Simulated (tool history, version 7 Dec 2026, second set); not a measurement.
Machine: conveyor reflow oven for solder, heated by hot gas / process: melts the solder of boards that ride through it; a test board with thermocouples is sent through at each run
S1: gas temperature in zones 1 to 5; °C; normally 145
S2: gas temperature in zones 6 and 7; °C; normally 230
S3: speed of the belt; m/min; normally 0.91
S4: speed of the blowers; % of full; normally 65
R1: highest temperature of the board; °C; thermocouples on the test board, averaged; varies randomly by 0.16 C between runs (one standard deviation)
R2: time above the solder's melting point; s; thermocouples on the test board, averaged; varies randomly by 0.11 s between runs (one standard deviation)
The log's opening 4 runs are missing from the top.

run   hour   S1   S2     S3  S4     R1    R2
  5   38.7  145  237   0.91  65  220.2  42.6
  6   46.5  155  237   0.91  65  221.9  46.3
  7   56.5  145  230   0.91  65    214  39.4
  8   65.6  145  230   0.91  65    214  39.5
  9   75.7  145  230   0.91  65  214.2  39.6
 10   88.4  145  230  1.007  65  210.8  33.6
 11   97.1  145  230  1.007  65  211.1  33.4
 12  103.3  145  230   0.91  65  214.4  39.5
     108.3  -- belt drive overhauled, speed set with a stopwatch
 13  115.5  145  230   0.91  65  214.2  39.6
 14  121.6  145  230  0.763  65  218.5  50.9
 15  132.9  145  230   0.91  65  214.2  39.4
 16  146.6  131  223   0.91  64    205    30
     152.3  -- belt drive overhauled, speed set with a stopwatch, once more
 17  158.1  131  223   0.91  64  204.8  29.5
 18  166.8  131  223   0.91  64  204.8  29.6
 19  174.9  145  238   0.91  57    218  41.1
 20  185.8  131  218  0.954  65  199.3  23.6
 21  191.7  145  230  0.851  56  213.4  41.6

Predict the results of run 22:
 22  202.2  157  226  0.962  67   ?   ?

R1: 211.6 °C
R2: 39.5 s
Had the tool carried no hidden state, the very same run would have given R1 212.8 °C, R2 40.5 s.
